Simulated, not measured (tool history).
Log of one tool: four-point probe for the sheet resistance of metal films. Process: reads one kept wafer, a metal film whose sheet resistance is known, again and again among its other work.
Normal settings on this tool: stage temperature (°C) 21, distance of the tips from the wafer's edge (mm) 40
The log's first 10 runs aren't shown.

run,hour,stage temperature (°C),distance of the tips from the wafer's edge (mm),touches since the probe head was changed,hours of work since the stage's thermometer was calibrated,sheet resistance as the instrument gives it (ohm/square)
11,649.8,21,40,76002,181,0.431283
12,702.4,21,40,77075,210,0.431457
# hour 710.3: stage's thermometer calibrated, once more
13,795,21,40,78951,46,0.433102
14,870.5,33,40,80492,87,0.42969
15,929.4,33,40,81691,119,0.429695
16,998.5,33,40,83102,157,0.429828
17,1093.3,21,40,85033,208,0.433284
18,1170.2,21,40,86601,250,0.43324
19,1236.1,31,8,87944,286,0.43601
20,1331.6,31,8,89891,338,0.436055
21,1385.7,30,72,90995,368,0.430598
22,1465.3,29,72,92617,411,0.430955
23,1518.6,29,72,93704,440,0.431118
24,1586.4,32,72,95086,477,0.430222
25,1656.2,32,72,96508,515,0.430315
26,1724.8,26,18,97907,552,0.433017
27,1782.9,19,5,99093,584,0.448461
28,1844.8,21,54,100355,618,0.433442
29,1924,21,54,101968,661,0.433505
30,1967.3,26,14,102852,684,0.434001
31,2065.7,20,3,104857,738,0.471467
32,2154,29,7,106658,786,0.438807
33,2251.2,32,5,108640,839,0.445093
34,2341.7,35,20,110484,888,0.430741
35,2418.5,35,20,112050,930,0.430682

Consider 3 possible next runs. They are alternatives, not a sequence: every one starts from the tool as it was left by run 35. What does each give?
A,2499.7,35,22,113705,974,?
B,2499.7,32,8,113705,974,?
C,2499.7,23,40,113705,974,?

run,sheet resistance as the instrument gives it (ohm/square)
A,0.430715
B,0.436593
C,0.433473
What these runs would have given with no unlogged condition in the tool:
run,sheet resistance as the instrument gives it (ohm/square)
A,0.42775
B,0.433592
C,0.430497

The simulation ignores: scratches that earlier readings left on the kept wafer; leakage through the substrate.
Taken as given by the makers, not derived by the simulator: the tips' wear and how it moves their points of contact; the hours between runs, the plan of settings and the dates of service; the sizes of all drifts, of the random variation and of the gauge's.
